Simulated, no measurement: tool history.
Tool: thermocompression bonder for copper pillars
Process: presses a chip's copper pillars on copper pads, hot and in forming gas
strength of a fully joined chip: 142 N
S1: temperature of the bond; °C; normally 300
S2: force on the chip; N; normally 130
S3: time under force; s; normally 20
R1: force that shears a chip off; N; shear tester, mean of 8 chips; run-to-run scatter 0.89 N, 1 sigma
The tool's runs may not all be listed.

run	hour	S1	S2	S3	R1
1	0	300	130	20	72.3
2	18	300	130	20	71.3
3	42.5	300	130	20	71.8
4	60.6	300	130	20	71.8
5	73.8	300	130	20	70.7
6	90.2	300	104	20	61.2
7	108.4	300	104	20	59.3
# hour 125.2: forming gas filter changed
8	129.4	300	104	20	66.4
# hour 133: force cell calibrated
9	150.4	300	130	20	76.8
10	178.1	300	130	20	77.2
11	210.2	300	130	20	77.2
12	236.8	300	130	20	77.3
13	260.8	300	130	20	76.3
# hour 287.4: force cell calibrated, once more
14	288.6	297	79	20	50.4
15	313.5	297	79	20	50.8
16	341.7	279	169	28	87.1
17	359.2	293	130	36	86.3
18	390.9	300	135	31	88.7
19	419.1	300	135	31	90.6
20	447.4	300	119	10	54.8
21	461.2	327	116	20	85.9

5 ways to go on from here, each from the tool as it stands after run 21. What would each give?
A	481.5	327	178	28	?
B	481.5	324	116	20	?
C	481.5	327	124	20	?
D	481.5	272	116	20	?
E	481.5	310	164	59	?

run	R1
A	114.6
B	84.6
C	89.5
D	53.9
E	117.9
With no hidden state in the tool, these same runs would have given:
run	R1
A	116.3
B	82.9
C	88.1
D	50.5
E	119.8

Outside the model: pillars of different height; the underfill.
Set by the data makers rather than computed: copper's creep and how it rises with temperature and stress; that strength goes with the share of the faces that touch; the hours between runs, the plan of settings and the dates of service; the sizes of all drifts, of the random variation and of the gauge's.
